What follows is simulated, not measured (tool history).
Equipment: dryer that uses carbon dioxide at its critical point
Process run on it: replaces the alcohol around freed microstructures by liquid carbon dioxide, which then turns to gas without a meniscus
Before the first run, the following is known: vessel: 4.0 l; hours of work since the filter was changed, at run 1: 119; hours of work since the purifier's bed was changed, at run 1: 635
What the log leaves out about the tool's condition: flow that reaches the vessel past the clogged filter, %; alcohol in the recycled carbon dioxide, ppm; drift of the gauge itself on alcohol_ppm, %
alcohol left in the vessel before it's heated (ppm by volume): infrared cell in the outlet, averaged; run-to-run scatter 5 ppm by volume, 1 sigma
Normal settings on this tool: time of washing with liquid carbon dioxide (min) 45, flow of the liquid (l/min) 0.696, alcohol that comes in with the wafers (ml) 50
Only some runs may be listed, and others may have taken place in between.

run     day  time of washing with liquid carbon dioxide (min)  flow of the liquid (l/min)  alcohol that comes in with the wafers (ml)  hours of work since the filter was changed  hours of work since the purifier's bed was changed  alcohol left in the vessel before it's heated (ppm by volume)
  1   0.000                                                45                       0.696                                          50                                         119                                                 635                                                            200
  2   0.992                                                45                       0.696                                          50                                         136                                                 653                                                            204
  3   1.642                                                45                       0.696                                          50                                         148                                                 664                                                            207
  4   2.138                                                45                       0.554                                          50                                         156                                                 673                                                            291
  5   2.892                                                45                       0.554                                          50                                         170                                                 686                                                            290
  6   3.675                                                45                       0.696                                          50                                         183                                                 700                                                            230
  7   4.346                                                45                       0.696                                          50                                         195                                                 712                                                            222
  8   5.025                                                45                       0.696                                          50                                         207                                                 724                                                            244
  9   6.062                                                45                       0.696                                          50                                         225                                                 742                                                            238
      6.600  -- inlet filter changed
 10   7.033                                                45                       0.696                                          50                                           8                                                 758                                                            220
 11   8.096                                                45                       0.696                                          50                                          26                                                 777                                                            231
 12   8.567                                                57                       0.723                                          50                                          35                                                 785                                                            221
 13   9.442                                                40                       0.696                                          50                                          50                                                 801                                                            248
 14  10.396                                                37                       0.589                                          21                                          67                                                 818                                                            287
 15  11.462                                                41                       0.581                                          32                                          86                                                 836                                                            301
 16  12.150                                                46                       0.581                                          73                                          98                                                 849                                                            307
 17  12.850                                                45                       0.911                                          86                                         110                                                 861                                                            246
 18  13.529                                                45                       0.911                                          86                                         122                                                 873                                                            241
 19  14.179                                                45                       0.911                                          86                                         133                                                 884                                                            252
 20  15.238                                                45                       0.911                                          86                                         152                                                 903                                                            253
 21  15.892                                                34                       1.012                                          50                                         164                                                 914                                                            261

Entry by entry between the runs, the difference in hidden state between the last listed run before and the first listed run after:
In the gap between runs 9 and 10: inlet filter changed (day 6.600)
  flow that reaches the vessel past the clogged filter, %: 85.2 -> 99.4; alcohol in the recycled carbon dioxide, ppm: 209.5 -> 214.2
  what was measured, less what the result would be without the hidden state, alcohol left in the vessel before it's heated (ppm by volume): +227 -> +206
